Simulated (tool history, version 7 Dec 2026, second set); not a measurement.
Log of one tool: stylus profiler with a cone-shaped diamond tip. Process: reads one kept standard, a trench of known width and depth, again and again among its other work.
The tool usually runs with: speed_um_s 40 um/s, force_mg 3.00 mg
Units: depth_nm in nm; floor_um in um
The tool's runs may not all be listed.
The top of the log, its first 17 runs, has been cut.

{"run": 18, "hour": 303.4, "speed_um_s": 40, "force_mg": 1.44, "depth_nm": 100.34, "floor_um": 97.67}
{"run": 19, "hour": 322.9, "speed_um_s": 40, "force_mg": 1.44, "depth_nm": 100.5, "floor_um": 97.64}
{"run": 20, "hour": 339.3, "speed_um_s": 40, "force_mg": 3.0, "depth_nm": 100.65, "floor_um": 97.74}
{"run": 21, "hour": 358.2, "speed_um_s": 40, "force_mg": 3.0, "depth_nm": 100.76, "floor_um": 97.7}
{"run": 22, "hour": 378.1, "speed_um_s": 154, "force_mg": 3.0, "depth_nm": 100.81, "floor_um": 97.48}
{"run": 23, "hour": 389.4, "speed_um_s": 154, "force_mg": 3.0, "depth_nm": 100.67, "floor_um": 97.44}
{"run": 24, "hour": 406.2, "speed_um_s": 19, "force_mg": 1.93, "depth_nm": 100.52, "floor_um": 97.7}
{"run": 25, "hour": 423.2, "speed_um_s": 19, "force_mg": 1.93, "depth_nm": 100.52, "floor_um": 97.7}
{"run": 26, "hour": 438.3, "speed_um_s": 75, "force_mg": 7.86, "depth_nm": 101.5, "floor_um": 97.66}
{"run": 27, "hour": 452.8, "speed_um_s": 75, "force_mg": 7.86, "depth_nm": 101.44, "floor_um": 97.62}
{"run": 28, "hour": 471.9, "speed_um_s": 23, "force_mg": 8.21, "depth_nm": 101.53, "floor_um": 97.74}
{"run": 29, "hour": 484.7, "speed_um_s": 23, "force_mg": 8.21, "depth_nm": 101.42, "floor_um": 97.68}
{"run": 30, "hour": 503.7, "speed_um_s": 25, "force_mg": 7.09, "depth_nm": 101.38, "floor_um": 97.71}
{"run": 31, "hour": 517.9, "speed_um_s": 115, "force_mg": 2.33, "depth_nm": 100.59, "floor_um": 97.48}

Estimate the outcome of run 32 from the log above:
{"run": 32, "hour": 537.0, "speed_um_s": 115, "force_mg": 2.33, "depth_nm": "?", "floor_um": "?"}

{"run 32": {"depth_nm": 100.57, "floor_um": 97.43}}
If the tool had no hidden condition, the same run with the same run-to-run variation would have returned depth_nm 100.64 nm, floor_um 97.72 um.
